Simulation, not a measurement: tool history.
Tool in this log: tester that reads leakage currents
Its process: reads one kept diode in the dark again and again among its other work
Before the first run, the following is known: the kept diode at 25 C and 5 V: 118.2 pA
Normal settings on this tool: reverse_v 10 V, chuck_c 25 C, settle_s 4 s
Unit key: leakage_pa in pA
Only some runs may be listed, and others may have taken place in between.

Run 1, day 0: usual settings. Result: leakage_pa 156.24 pA.
Run 2, day 2.771: usual settings. Result: leakage_pa 155.42 pA.
Run 3, day 5.542: usual settings. Result: leakage_pa 154.73 pA.
Run 4, day 9.483: usual settings. Result: leakage_pa 154.02 pA.
Run 5, day 12.575: usual settings but settle_s 2.78 s. Result: leakage_pa 154.08 pA.
Run 6, day 15.133: usual settings but settle_s 2.78 s. Result: leakage_pa 153.14 pA.
Run 7, day 19.4: usual settings but settle_s 2.78 s. Result: leakage_pa 152.73 pA.
Run 8, day 22.333: usual settings but settle_s 2.78 s. Result: leakage_pa 153.84 pA.
Run 9, day 26.817: usual settings but settle_s 0.96 s. Result: leakage_pa 154.43 pA.
Run 10, day 29.783: usual settings but reverse_v 9.3 V. Result: leakage_pa 146.34 pA.
Run 11, day 34.396: usual settings but reverse_v 9.3 V. Result: leakage_pa 145.42 pA.
Run 12, day 37.017: usual settings. Result: leakage_pa 150.67 pA.
At day 39.808: probe card cleaned and baked.
Run 13, day 40.35: usual settings. Result: leakage_pa 147.41 pA.
Run 14, day 43.504: usual settings. Result: leakage_pa 146.82 pA.
Run 15, day 47.771: usual settings. Result: leakage_pa 146.1 pA.
Run 16, day 50.271: usual settings. Result: leakage_pa 145.46 pA.
Run 17, day 54.446: usual settings. Result: leakage_pa 145.71 pA.
Run 18, day 57.183: usual settings but reverse_v 14.5 V. Result: leakage_pa 169.44 pA.
Run 19, day 60.45: usual settings but reverse_v 14.5 V. Result: leakage_pa 169.67 pA.
Run 20, day 64.742: usual settings but reverse_v 14.5 V. Result: leakage_pa 169.23 pA.
Run 21, day 69.858: usual settings but reverse_v 14.5 V, settle_s 1.03 s. Result: leakage_pa 171.44 pA.
Run 22, day 74.571: usual settings but reverse_v 17.4 V, chuck_c 39 C, settle_s 0.48 s. Result: leakage_pa 662.69 pA.
Run 23, day 78.504: usual settings but chuck_c 43 C, settle_s 4.62 s. Result: leakage_pa 729.75 pA.
Run 24, day 80.962: usual settings but chuck_c 43 C, settle_s 6.77 s. Result: leakage_pa 729.84 pA.
Run 25, day 83.188: usual settings but chuck_c 46 C, settle_s 0.31 s. Result: leakage_pa 947.89 pA.
Run 26, day 86.95: usual settings but reverse_v 2.7 V, chuck_c 22 C, settle_s 7.68 s. Result: leakage_pa 59.89 pA.
Run 27, day 91.221: usual settings but reverse_v 2.7 V, chuck_c 22 C, settle_s 7.68 s. Result: leakage_pa 59.43 pA.
At day 96.062: chuck's temperature calibrated.
Run 28, day 96.288: usual settings but reverse_v 6.4 V. Result: leakage_pa 128.84 pA.
Run 29, day 98.533: usual settings but reverse_v 8.2 V, chuck_c 28 C. Result: leakage_pa 190.83 pA.

Consider 3 possible next runs. They are alternatives, not a sequence: every one starts from the tool as it was left by run 29. What does each give?
Run A, day 103.267: usual settings but reverse_v 17.8 V, settle_s 0.48 s. Result: leakage_pa ?.
Run B, day 103.267: usual settings but reverse_v 8.2 V, chuck_c 48 C, settle_s 1.5 s. Result: leakage_pa ?.
Run C, day 103.267: usual settings but reverse_v 8.2 V, chuck_c 39 C, settle_s 0.61 s. Result: leakage_pa ?.

run  leakage_pa
  A      209.15
  B      1111.2
  C      516.59
Take away the tool's hidden state, keep each run's random variation, and the runs would have read:
run  leakage_pa
  A      213.15
  B     1139.82
  C      529.84
